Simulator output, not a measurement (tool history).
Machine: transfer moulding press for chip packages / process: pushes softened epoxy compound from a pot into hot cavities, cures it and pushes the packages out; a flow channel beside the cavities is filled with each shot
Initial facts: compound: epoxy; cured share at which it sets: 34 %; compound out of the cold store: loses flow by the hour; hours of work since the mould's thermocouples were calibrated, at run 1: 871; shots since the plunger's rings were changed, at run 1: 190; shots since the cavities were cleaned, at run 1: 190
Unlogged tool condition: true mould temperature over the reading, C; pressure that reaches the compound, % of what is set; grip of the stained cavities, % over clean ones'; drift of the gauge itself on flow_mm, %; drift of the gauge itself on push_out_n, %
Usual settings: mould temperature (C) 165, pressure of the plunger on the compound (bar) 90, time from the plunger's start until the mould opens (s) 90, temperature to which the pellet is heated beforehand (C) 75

run   hour  mould temperature (C)  pressure of the plunger on the compound (bar)  time from the plunger's start until the mould opens (s)  temperature to which the pellet is heated beforehand (C)  hours of work since the mould's thermocouples were calibrated  shots since the plunger's rings were changed  shots since the cavities were cleaned  incoming compound's hours out of the cold store  length that the compound runs in the flow channel (mm)  greatest force on the pins that push the packages out (N)
  1      0                    165                                             90                                                       90                                                        75                                                            871                                           190                                    190                                             44.1                                                     688                                                        658
  2   18.5                    165                                             90                                                       90                                                        75                                                            885                                           452                                    452                                             29.9                                                     718                                                        790
      29.5  -- mould's thermocouples calibrated
  3   46.8                    165                                             90                                                       90                                                        75                                                             13                                           825                                    825                                             37.1                                                     703                                                        820
  4   71.8                    165                                             90                                                       90                                                        75                                                             32                                          1179                                   1179                                             23.3                                                     733                                                        878
      75.6  -- cavities cleaned with cleaning compound and waxed
  5   87.1                    165                                             90                                                       90                                                        75                                                             42                                          1375                                    164                                             16.6                                                     734                                                        603
  6  101.9                    165                                             90                                                       90                                                        75                                                             54                                          1584                                    373                                             33.8                                                     702                                                        719
  7    129                    165                                             90                                                       90                                                        75                                                             74                                          1968                                    757                                             16.1                                                     731                                                        824
  8  153.4                    165                                            103                                                       90                                                        75                                                             93                                          2314                                   1103                                             32.6                                                     741                                                        839
     161.1  -- cavities cleaned with cleaning compound and waxed
  9  176.6                    165                                            103                                                       90                                                        75                                                            109                                          2620                                    218                                               22                                                     756                                                        640
 10  210.6                    168                                             90                                                       90                                                        75                                                            135                                          3102                                    700                                               37                                                     654                                                        672
 11  231.7                    168                                             90                                                       90                                                        75                                                            151                                          3402                                   1000                                             36.7                                                     651                                                        734
     235.4  -- mould's thermocouples calibrated, once more
       246  -- plunger's sealing rings changed
     253.3  -- cavities cleaned with cleaning compound and waxed
 12    257                    168                                             90                                                       90                                                        75                                                             13                                           135                                     53                                             31.7                                                     729                                                        475
 13  275.2                    168                                             90                                                       90                                                        75                                                             27                                           393                                    311                                             35.1                                                     704                                                        661
 14  293.5                    168                                             90                                                       90                                                        75                                                             41                                           651                                    569                                             30.1                                                     716                                                        734
 15  312.2                    168                                             90                                                       90                                                        75                                                             55                                           916                                    834                                             43.2                                                     680                                                        804
 16  326.3                    168                                           73.3                                                       90                                                        75                                                             66                                          1117                                   1035                                             30.7                                                     646                                                        821
     339.5  -- cavities cleaned with cleaning compound and waxed
 17  353.1                    158                                           80.5                                                       90                                                        66                                                             85                                          1475                                    193                                             47.3                                                     669                                                       1250
 18  368.7                    172                                           80.2                                                       92                                                        80                                                             97                                          1696                                    414                                             24.7                                                     664                                                        563
 19  400.2                    159                                           82.7                                                       96                                                        72                                                            121                                          2141                                    859                                             12.6                                                     744                                                       1460
 20  421.1                    160                                             90                                                       90                                                        75                                                            136                                          2438                                   1156                                             10.8                                                     776                                                       1634
     426.2  -- cavities cleaned with cleaning compound and waxed
 21  454.8                    160                                             90                                                       90                                                        75                                                            161                                          2893                                    404                                             21.4                                                     738                                                       1330
 22  476.6                    170                                           71.5                                                      117                                                        75                                                            177                                          3203                                    714                                             29.9                                                     600                                                        638
 23  495.4                    171                                           72.4                                                       74                                                        75                                                            191                                          3468                                    979                                             45.1                                                     569                                                        944
     503.8  -- plunger's sealing rings changed
     515.4  -- cavities cleaned with cleaning compound and waxed
 24  521.3                    171                                           95.3                                                      126                                                        75                                                            208                                           227                                     84                                             33.9                                                     729                                                        381
 25  542.7                    172                                           71.8                                                      113                                                        75                                                            224                                           530                                    387                                             35.2                                                     619                                                        534
 26  556.8                    165                                             90                                                       84                                                        80                                                            235                                           729                                    586                                              9.5                                                     782                                                       1111
 27  586.9                    165                                          107.1                                                       90                                                        84                                                            258                                          1156                                   1013                                             36.2                                                     776                                                        892
     602.2  -- cavities cleaned with cleaning compound and waxed
 28  602.6                    165                                             90                                                       90                                                        67                                                            268                                          1356                                      4                                             25.7                                                     727                                                        479

Below are 4 alternative next runs, each starting from the tool's condition after run 28. Predict each:
  A  626.8                    161                                           76.7                                                       90                                                        70                                                            287                                          1699                                    347                                             21.9                                                       ?                                                          ?
  B  626.8                    165                                             90                                                       90                                                        67                                                            287                                          1699                                    347                                             22.9                                                       ?                                                          ?
  C  626.8                    165                                           89.6                                                      121                                                        82                                                            287                                          1699                                    347                                             19.3                                                       ?                                                          ?
  D  626.8                    166                                           94.8                                                       90                                                        67                                                            287                                          1699                                    347                                             13.1                                                       ?                                                          ?

run  length that the compound runs in the flow channel (mm)  greatest force on the pins that push the packages out (N)
  A                                                     696                                                       1189
  B                                                     728                                                        813
  C                                                     744                                                        559
  D                                                     774                                                        792
Take away the tool's hidden state, keep each run's random variation, and the runs would have read:
run  length that the compound runs in the flow channel (mm)  greatest force on the pins that push the packages out (N)
  A                                                     721                                                        706
  B                                                     753                                                        483
  C                                                     770                                                        320
  D                                                     801                                                        466

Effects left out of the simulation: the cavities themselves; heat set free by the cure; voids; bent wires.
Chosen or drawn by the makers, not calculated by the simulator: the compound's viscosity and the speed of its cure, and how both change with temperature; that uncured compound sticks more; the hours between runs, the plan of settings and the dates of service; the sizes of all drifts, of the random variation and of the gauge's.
